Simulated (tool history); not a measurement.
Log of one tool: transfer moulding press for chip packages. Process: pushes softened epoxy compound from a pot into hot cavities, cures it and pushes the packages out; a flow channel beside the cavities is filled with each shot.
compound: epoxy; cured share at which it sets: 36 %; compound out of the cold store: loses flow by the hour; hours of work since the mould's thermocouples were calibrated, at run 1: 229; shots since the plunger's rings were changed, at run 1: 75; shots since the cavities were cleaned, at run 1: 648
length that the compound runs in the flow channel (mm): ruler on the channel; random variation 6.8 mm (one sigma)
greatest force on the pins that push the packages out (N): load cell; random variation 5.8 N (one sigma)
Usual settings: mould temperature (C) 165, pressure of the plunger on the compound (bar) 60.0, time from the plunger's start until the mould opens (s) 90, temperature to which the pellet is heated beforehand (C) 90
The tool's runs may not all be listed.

run	hour	mould temperature (C)	pressure of the plunger on the compound (bar)	time from the plunger's start until the mould opens (s)	temperature to which the pellet is heated beforehand (C)	hours of work since the mould's thermocouples were calibrated	shots since the plunger's rings were changed	shots since the cavities were cleaned	incoming compound's hours out of the cold store	length that the compound runs in the flow channel (mm)	greatest force on the pins that push the packages out (N)
1	0.0	165	60.0	90	90	229	75	648	39.3	734	319
2	15.8	165	60.0	90	94	237	251	824	12.5	804	327
3	31.4	165	64.1	90	90	245	426	999	33.8	783	332
4	47.5	165	60.0	128	90	254	606	1179	25.3	758	295
# hour 50.2: cavities cleaned with cleaning compound and waxed
5	62.5	165	60.0	128	90	261	756	137	16.2	783	226
6	76.5	170	60.0	90	90	269	913	294	39.4	719	259
7	89.1	165	60.0	90	91	275	1054	435	24.8	758	326
8	102.8	165	60.0	90	91	282	1207	588	13.2	781	320
# hour 105.8: mould's thermocouples calibrated
9	112.0	165	60.0	90	91	3	1287	668	32.1	746	316
10	119.1	165	46.5	90	90	7	1367	748	21.8	657	330
11	134.0	165	60.0	90	90	15	1534	915	32.6	724	322
12	143.3	165	60.0	90	90	20	1638	1019	19.8	769	355
13	152.9	165	57.6	90	90	25	1745	1126	22.7	743	326
# hour 160.9: cavities cleaned with cleaning compound and waxed
14	164.6	165	57.6	90	90	30	1858	41	13.5	747	223
15	174.2	163	48.2	129	95	35	1966	149	20.1	684	228
# hour 180.6: mould's thermocouples calibrated, once more
16	191.5	163	48.2	76	93	6	2137	320	18.9	684	446
17	200.4	163	48.2	96	97	11	2237	420	45.2	631	309
18	212.0	172	48.2	96	84	17	2366	549	32.6	634	277
19	225.7	172	48.2	96	84	24	2520	703	20.5	659	277
20	235.1	158	47.9	96	84	29	2624	807	26.0	676	447
21	245.6	158	47.9	96	84	34	2741	924	26.5	664	435
22	256.4	165	71.5	90	90	40	2862	1045	47.3	756	338
23	267.2	160	71.5	90	90	46	2983	1166	38.0	783	432
# hour 271.2: cavities cleaned with cleaning compound and waxed
24	283.5	160	71.5	90	90	54	3149	138	22.5	808	332
25	291.4	160	54.3	83	90	58	3237	226	45.3	653	391
26	304.7	165	46.9	90	90	65	3385	374	10.3	661	303
27	315.1	165	46.9	90	90	70	3501	490	47.0	588	301
28	326.4	167	74.2	85	83	76	3628	617	15.3	814	335

Hidden state or all else? Some run-to-run changes of length that the compound runs in the flow channel (mm), split into what the settings, what came in and random variation would give without the hidden state, and what is left for the hidden state (with any gauge scatter that isn't in both results):
The hidden state here: true mould temperature over the reading, C; pressure that reaches the compound, % of what is set; grip of the stained cavities, % over clean ones'; drift of the gauge itself on flow_mm, %; drift of the gauge itself on push_out_n, %.
Run 24 -> 25: pressure of the plunger on the compound (bar) 71.5 -> 54.3, time from the plunger's start until the mould opens (s) 90 -> 83. length that the compound runs in the flow channel (mm) -155: hidden state +10, all else -165.
Run 27 -> 28: mould temperature (C) 165 -> 167, pressure of the plunger on the compound (bar) 46.9 -> 74.2, time from the plunger's start until the mould opens (s) 90 -> 85, temperature to which the pellet is heated beforehand (C) 90 -> 83. length that the compound runs in the flow channel (mm) +226: hidden state -19, all else +245.
